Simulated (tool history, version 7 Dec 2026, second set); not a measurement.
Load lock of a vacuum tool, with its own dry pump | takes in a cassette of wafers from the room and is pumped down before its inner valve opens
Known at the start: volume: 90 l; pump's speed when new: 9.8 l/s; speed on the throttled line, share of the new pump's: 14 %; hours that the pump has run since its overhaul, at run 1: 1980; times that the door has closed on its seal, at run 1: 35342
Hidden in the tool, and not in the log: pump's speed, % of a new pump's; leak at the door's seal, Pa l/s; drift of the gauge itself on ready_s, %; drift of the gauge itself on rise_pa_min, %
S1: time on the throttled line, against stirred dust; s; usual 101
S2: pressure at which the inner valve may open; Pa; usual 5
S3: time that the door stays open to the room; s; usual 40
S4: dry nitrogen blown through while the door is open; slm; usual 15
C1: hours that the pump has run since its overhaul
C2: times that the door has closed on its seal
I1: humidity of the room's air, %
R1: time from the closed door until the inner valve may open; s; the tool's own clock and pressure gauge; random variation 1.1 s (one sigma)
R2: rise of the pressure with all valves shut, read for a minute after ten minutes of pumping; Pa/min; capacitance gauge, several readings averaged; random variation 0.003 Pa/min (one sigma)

{"run": 1, "hour": 0.0, "S1": 101, "S2": 5, "S3": 40, "S4": 15, "C1": 1980, "C2": 35342, "I1": 44.1, "R1": 181.6, "R2": 0.162}
{"run": 2, "hour": 78.0, "S1": 101, "S2": 5, "S3": 40, "S4": 15, "C1": 2058, "C2": 35681, "I1": 43.5, "R1": 182.9, "R2": 0.162}
{"run": 3, "hour": 146.1, "S1": 64, "S2": 5, "S3": 40, "S4": 15, "C1": 2126, "C2": 35977, "I1": 45.2, "R1": 149.6, "R2": 0.168}
{"run": 4, "hour": 219.1, "S1": 64, "S2": 5, "S3": 40, "S4": 15, "C1": 2199, "C2": 36294, "I1": 42.3, "R1": 150, "R2": 0.178}
{"run": 5, "hour": 289.8, "S1": 101, "S2": 5, "S3": 40, "S4": 15, "C1": 2270, "C2": 36601, "I1": 45.8, "R1": 183.1, "R2": 0.181}
{"run": 6, "hour": 364.5, "S1": 101, "S2": 5, "S3": 40, "S4": 18, "C1": 2345, "C2": 36926, "I1": 39.1, "R1": 182.6, "R2": 0.171}
{"run": 7, "hour": 407.0, "S1": 101, "S2": 5, "S3": 40, "S4": 18, "C1": 2387, "C2": 37111, "I1": 45.1, "R1": 183.4, "R2": 0.176}
{"run": 8, "hour": 484.9, "S1": 101, "S2": 5, "S3": 40, "S4": 15, "C1": 2465, "C2": 37449, "I1": 41.5, "R1": 182.7, "R2": 0.175}
{"run": 9, "hour": 557.3, "S1": 101, "S2": 5, "S3": 40, "S4": 15, "C1": 2538, "C2": 37763, "I1": 45.7, "R1": 185.3, "R2": 0.186}
{"run": 10, "hour": 625.2, "S1": 101, "S2": 5, "S3": 40, "S4": 15, "C1": 2606, "C2": 38058, "I1": 48.1, "R1": 184.4, "R2": 0.19}
{"run": 11, "hour": 723.6, "S1": 101, "S2": 5, "S3": 40, "S4": 15, "C1": 2704, "C2": 38486, "I1": 47, "R1": 182.3, "R2": 0.185}
{"run": 12, "hour": 807.2, "S1": 101, "S2": 5, "S3": 40, "S4": 15, "C1": 2788, "C2": 38849, "I1": 45.8, "R1": 183.9, "R2": 0.191}
{"run": 13, "hour": 873.5, "S1": 101, "S2": 5, "S3": 40, "S4": 20, "C1": 2854, "C2": 39137, "I1": 45.8, "R1": 182.6, "R2": 0.187}
{"run": 14, "hour": 918.6, "S1": 101, "S2": 5, "S3": 40, "S4": 20, "C1": 2899, "C2": 39333, "I1": 47.8, "R1": 183.5, "R2": 0.186}
{"run": 15, "hour": 978.6, "S1": 101, "S2": 5, "S3": 162, "S4": 20, "C1": 2959, "C2": 39594, "I1": 44.8, "R1": 183, "R2": 0.202}
{"run": 16, "hour": 1072.0, "S1": 101, "S2": 5, "S3": 162, "S4": 20, "C1": 3052, "C2": 40000, "I1": 46.4, "R1": 185.1, "R2": 0.209}
{"run": 17, "hour": 1161.2, "S1": 175, "S2": 6, "S3": 108, "S4": 35, "C1": 3142, "C2": 40387, "I1": 45.5, "R1": 242, "R2": 0.191}
{"run": 18, "hour": 1208.6, "S1": 101, "S2": 6, "S3": 145, "S4": 5, "C1": 3189, "C2": 40593, "I1": 42.7, "R1": 181.6, "R2": 0.229}
{"run": 19, "hour": 1288.3, "S1": 78, "S2": 6, "S3": 52, "S4": 8, "C1": 3269, "C2": 40940, "I1": 44.2, "R1": 163.3, "R2": 0.216}
{"run": 20, "hour": 1363.8, "S1": 78, "S2": 6, "S3": 52, "S4": 8, "C1": 3344, "C2": 41267, "I1": 44.3, "R1": 162.5, "R2": 0.218}
{"run": 21, "hour": 1412.5, "S1": 73, "S2": 6, "S3": 40, "S4": 27, "C1": 3393, "C2": 41479, "I1": 47.1, "R1": 157.3, "R2": 0.202}
{"run": 22, "hour": 1460.9, "S1": 73, "S2": 6, "S3": 40, "S4": 27, "C1": 3441, "C2": 41689, "I1": 44.3, "R1": 159.2, "R2": 0.199}
{"run": 23, "hour": 1522.7, "S1": 101, "S2": 5, "S3": 88, "S4": 15, "C1": 3503, "C2": 41958, "I1": 45.5, "R1": 184.1, "R2": 0.218}
{"run": 24, "hour": 1583.1, "S1": 101, "S2": 5, "S3": 36, "S4": 11, "C1": 3563, "C2": 42220, "I1": 45.1, "R1": 186.4, "R2": 0.215}
{"run": 25, "hour": 1661.5, "S1": 101, "S2": 7, "S3": 58, "S4": 5, "C1": 3642, "C2": 42561, "I1": 45.2, "R1": 181.9, "R2": 0.234}
{"run": 26, "hour": 1724.0, "S1": 118, "S2": 8, "S3": 39, "S4": 6, "C1": 3704, "C2": 42832, "I1": 46.5, "R1": 194.5, "R2": 0.229}
{"run": 27, "hour": 1817.7, "S1": 118, "S2": 8, "S3": 39, "S4": 6, "C1": 3798, "C2": 43239, "I1": 47.2, "R1": 196.6, "R2": 0.232}
{"run": 28, "hour": 1901.2, "S1": 118, "S2": 8, "S3": 39, "S4": 6, "C1": 3881, "C2": 43602, "I1": 43.5, "R1": 194.4, "R2": 0.228}
{"run": 29, "hour": 1989.0, "S1": 60, "S2": 6, "S3": 50, "S4": 15, "C1": 3969, "C2": 43984, "I1": 44.1, "R1": 148.8, "R2": 0.217}
{"run": 30, "hour": 2043.8, "S1": 60, "S2": 8, "S3": 50, "S4": 15, "C1": 4024, "C2": 44222, "I1": 42.4, "R1": 144.3, "R2": 0.226}

Forecast each of these 3 alternatives for the next run:
{"run": "A", "hour": 2096.0, "S1": 131, "S2": 8, "S3": 74, "S4": 6, "C1": 4076, "C2": 44449, "I1": 45.1, "R1": "?", "R2": "?"}
{"run": "B", "hour": 2096.0, "S1": 83, "S2": 5, "S3": 103, "S4": 15, "C1": 4076, "C2": 44449, "I1": 44.3, "R1": "?", "R2": "?"}
{"run": "C", "hour": 2096.0, "S1": 104, "S2": 8, "S3": 50, "S4": 5, "C1": 4076, "C2": 44449, "I1": 44, "R1": "?", "R2": "?"}

run=A R1=204 R2=0.248
run=B R1=169.8 R2=0.239
run=C R1=182.4 R2=0.238
Without the tool's hidden state the same runs would have given:
run=A R1=198.7 R2=0.054
run=B R1=163.7 R2=0.043
run=C R1=176.8 R2=0.044

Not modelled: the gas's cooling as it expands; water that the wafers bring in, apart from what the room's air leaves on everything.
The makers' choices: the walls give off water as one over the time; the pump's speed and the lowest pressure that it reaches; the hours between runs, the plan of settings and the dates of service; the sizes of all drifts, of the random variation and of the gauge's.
